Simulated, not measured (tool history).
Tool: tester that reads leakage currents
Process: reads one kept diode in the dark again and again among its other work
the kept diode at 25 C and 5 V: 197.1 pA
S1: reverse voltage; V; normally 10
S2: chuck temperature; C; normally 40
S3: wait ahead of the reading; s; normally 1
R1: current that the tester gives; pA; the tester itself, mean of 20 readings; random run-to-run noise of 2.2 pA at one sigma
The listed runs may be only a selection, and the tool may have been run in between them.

run,hour,S1,S2,S3,R1
1,0,10,40,1,724.81
2,53,10,40,7.35,722.48
3,99.4,10,40,7.35,720.77
4,126.9,10,40,1,720.99
5,163.6,10,40,1,724.14
6,203.8,10,40,1,720.16
7,236.6,10,40,1,720.15
8,291.7,10,40,0.64,715.21
9,339.7,10,40,1,717.06
10,369.6,10,37,1,591.98
# hour 377.1: probe card cleaned and baked
11,412.8,10,37,1,589.88
12,455.6,10,37,1,592.76
13,493.5,10,37,1,589.01
14,548.7,10,37,1,590.71
15,597.3,10,54,1,1701.42
16,641,2,40,1,345.97
# hour 672.8: probe card cleaned and baked, once more
17,703.6,1.5,34,1.7,202.07
18,753,4.8,29,0.88,239.01
19,795.4,1.1,34,4.79,175.48
20,823,1.1,59,0.67,858.76
21,876,1.1,59,0.67,854.09
22,936.4,8.1,21,0.67,167.95
23,964.1,14.6,21,4.23,214.51
24,998.3,10,21,1,183.11
25,1061.4,1.1,44,1,339.46
26,1118.2,5.8,33,1,336.82
27,1149.7,10,40,0.51,689.63
28,1206.5,10,40,0.51,684.09
29,1253.2,10,40,0.51,690.65

Predict each of these 5 candidate next runs independently; none follows another, all start after run 29:
A,1284.9,5.5,52,3.31,?
B,1284.9,2.8,44,5.67,?
C,1284.9,8.9,55,1.03,?
D,1284.9,10,55,3.09,?
E,1284.9,3.1,48,0.51,?

run,R1
A,1125.22
B,506.21
C,1669.15
D,1745.26
E,683.11
Take away the tool's hidden state, keep each run's random variation, and the runs would have read:
run,R1
A,1227.56
B,554.6
C,1817.96
D,1900.8
E,746.81
